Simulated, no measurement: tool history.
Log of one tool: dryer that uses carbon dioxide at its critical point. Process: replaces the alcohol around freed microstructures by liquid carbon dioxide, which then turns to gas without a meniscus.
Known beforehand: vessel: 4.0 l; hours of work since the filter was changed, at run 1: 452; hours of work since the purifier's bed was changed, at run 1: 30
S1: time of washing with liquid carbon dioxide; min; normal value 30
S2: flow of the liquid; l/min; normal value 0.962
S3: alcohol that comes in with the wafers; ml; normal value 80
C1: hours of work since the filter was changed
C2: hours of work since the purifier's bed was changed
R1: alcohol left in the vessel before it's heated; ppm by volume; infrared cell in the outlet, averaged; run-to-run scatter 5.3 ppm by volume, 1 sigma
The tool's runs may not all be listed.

run,hour,S1,S2,S3,C1,C2,R1
1,0.0,30,0.962,80,452,30,232
2,17.2,30,0.962,80,461,39,239
3,48.3,30,0.962,80,476,55,255
4,84.2,30,0.962,30,494,72,114
5,115.3,30,0.962,30,510,88,127
6,150.1,43,0.962,80,527,105,74
7,188.6,30,0.962,74,546,125,276
8,222.3,30,0.962,74,563,142,287
9,241.5,30,0.962,74,573,151,290
# hour 249.3: inlet filter changed
10,261.2,30,0.962,74,6,161,176
11,297.5,30,0.962,80,24,179,187
12,314.0,30,1.552,80,32,187,74
13,336.0,30,0.962,80,43,198,198
14,356.5,32,0.622,98,54,208,812
15,382.7,32,0.622,98,67,221,825
16,408.8,30,0.962,43,80,234,146
17,425.7,30,0.962,43,88,243,157
18,450.3,31,0.962,24,101,255,115
19,469.3,43,0.839,114,110,265,144
20,497.0,43,0.839,114,124,279,155
21,522.9,24,0.730,34,137,292,532
22,562.0,24,1.015,87,157,311,462
23,588.5,24,0.617,73,170,324,1576
24,610.9,23,0.589,26,181,336,768
25,649.9,30,1.174,80,200,355,175

Alternative continuations, all from the tool just after run 25; predict every row:
A,674.1,26,1.366,80,213,367,?
B,674.1,27,1.089,45,213,367,?
C,674.1,34,0.958,46,213,367,?

run,R1
A,172
B,201
C,173
With no hidden state in the tool, these same runs would have given:
run,R1
A,44
B,65
C,44

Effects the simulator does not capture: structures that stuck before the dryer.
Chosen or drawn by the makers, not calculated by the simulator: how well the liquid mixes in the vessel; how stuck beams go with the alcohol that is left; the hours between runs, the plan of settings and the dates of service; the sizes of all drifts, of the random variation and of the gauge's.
